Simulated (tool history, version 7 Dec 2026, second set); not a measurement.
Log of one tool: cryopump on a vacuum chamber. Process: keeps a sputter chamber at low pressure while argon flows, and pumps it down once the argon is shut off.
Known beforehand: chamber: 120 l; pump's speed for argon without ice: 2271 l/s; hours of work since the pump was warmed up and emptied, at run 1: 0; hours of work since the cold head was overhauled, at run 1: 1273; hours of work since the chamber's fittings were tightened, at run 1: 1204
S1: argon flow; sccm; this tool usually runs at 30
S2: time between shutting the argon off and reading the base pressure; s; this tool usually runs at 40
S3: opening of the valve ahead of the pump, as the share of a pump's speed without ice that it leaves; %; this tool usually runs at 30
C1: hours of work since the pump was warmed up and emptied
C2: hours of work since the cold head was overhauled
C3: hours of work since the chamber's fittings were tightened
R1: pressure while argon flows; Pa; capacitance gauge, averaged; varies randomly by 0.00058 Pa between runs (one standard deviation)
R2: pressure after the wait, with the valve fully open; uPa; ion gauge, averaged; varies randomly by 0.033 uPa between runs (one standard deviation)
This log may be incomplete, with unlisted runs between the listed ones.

run,hour,S1,S2,S3,C1,C2,C3,R1,R2
1,0,30,40,30,0,1273,1204,0.0762,2.25
2,69.6,30,40,30,38,1310,1242,0.0758,2.21
3,142.8,30,61,30,78,1350,1282,0.0763,1.75
4,197,30,40,30,107,1380,1311,0.0754,2.27
5,256.8,30,40,30,140,1413,1344,0.077,2.27
6,323.6,30,40,31,176,1449,1380,0.075,2.26
7,366.8,30,40,31,200,1473,1404,0.0759,2.31
8,443,30,40,31,242,1514,1446,0.0758,2.45
9,522,30,40,31,285,1557,1489,0.0765,2.46

Run 10 comes next. What will it give?
10,615.9,30,40,39,336,1608,1540,?,?

R1: 0.0621 Pa
R2: 2.48 uPa
Had the tool carried no hidden state, the very same run would have given R1 0.057 Pa, R2 1.75 uPa.
